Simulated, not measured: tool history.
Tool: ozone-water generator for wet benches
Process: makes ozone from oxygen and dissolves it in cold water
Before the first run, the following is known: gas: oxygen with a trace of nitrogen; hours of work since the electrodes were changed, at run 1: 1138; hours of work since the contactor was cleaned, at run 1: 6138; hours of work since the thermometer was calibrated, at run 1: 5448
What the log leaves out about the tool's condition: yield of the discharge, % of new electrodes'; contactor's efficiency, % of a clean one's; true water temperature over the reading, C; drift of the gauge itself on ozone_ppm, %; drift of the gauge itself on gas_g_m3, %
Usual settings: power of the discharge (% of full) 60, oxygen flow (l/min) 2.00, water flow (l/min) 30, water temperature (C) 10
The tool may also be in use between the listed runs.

run	hour	power of the discharge (% of full)	oxygen flow (l/min)	water flow (l/min)	water temperature (C)	hours of work since the electrodes were changed	hours of work since the contactor was cleaned	hours of work since the thermometer was calibrated	dissolved ozone (ppm)	ozone in the gas ahead of the water (g/m3)
1	0.0	60	2.00	30	10	1138	6138	5448	5.30	144.3
2	80.7	60	2.00	30	10	1202	6203	5513	5.21	145.4
# hour 160.9: water thermometer calibrated
3	178.0	60	2.06	30	10	1280	6280	14	5.36	143.0
4	271.3	60	2.06	30	7	1355	6355	89	5.34	143.9
5	412.4	60	2.06	30	7	1468	6468	202	5.32	142.5
6	507.8	60	2.06	30	7	1544	6545	278	5.33	141.1
7	601.1	60	2.06	30	7	1619	6619	353	5.37	144.3
8	711.3	60	2.06	30	7	1707	6708	441	5.33	144.6
9	815.5	60	2.06	30	7	1791	6791	525	5.43	143.7
10	934.2	60	2.06	30	7	1886	6886	620	5.38	143.6
11	1090.6	60	2.00	30	10	2011	7012	745	5.22	145.3
12	1174.3	60	2.00	30	10	2078	7079	812	5.27	145.4
13	1272.5	60	2.00	23	10	2157	7157	891	7.18	145.5
14	1382.9	60	2.00	23	10	2246	7246	979	7.07	148.0
15	1498.6	60	2.00	23	10	2338	7339	1072	7.14	144.3
16	1576.3	60	2.00	30	10	2401	7401	1134	5.25	145.1
17	1682.3	60	2.00	30	10	2485	7486	1219	5.22	145.7
18	1788.3	60	2.00	30	10	2570	7571	1304	5.18	145.0
19	1927.1	88	1.57	41	13	2682	7682	1416	4.43	230.5
20	2037.1	45	1.57	41	16	2770	7770	1504	2.48	128.3
21	2118.5	45	1.57	41	16	2835	7835	1569	2.38	127.7
22	2273.3	99	1.95	20	10	2959	7960	1693	12.94	227.6
23	2386.1	60	1.17	30	8	3049	8050	1783	4.34	193.5

What will run 24 give?
24	2455.8	45	2.41	36	5	3105	8106	1839	?	?

dissolved ozone (ppm): 3.53
ozone in the gas ahead of the water (g/m3): 102.1
Take away the tool's hidden state, keep the run-to-run variation as it was, and the same run would have given dissolved ozone (ppm) 3.53, ozone in the gas ahead of the water (g/m3) 102.2.
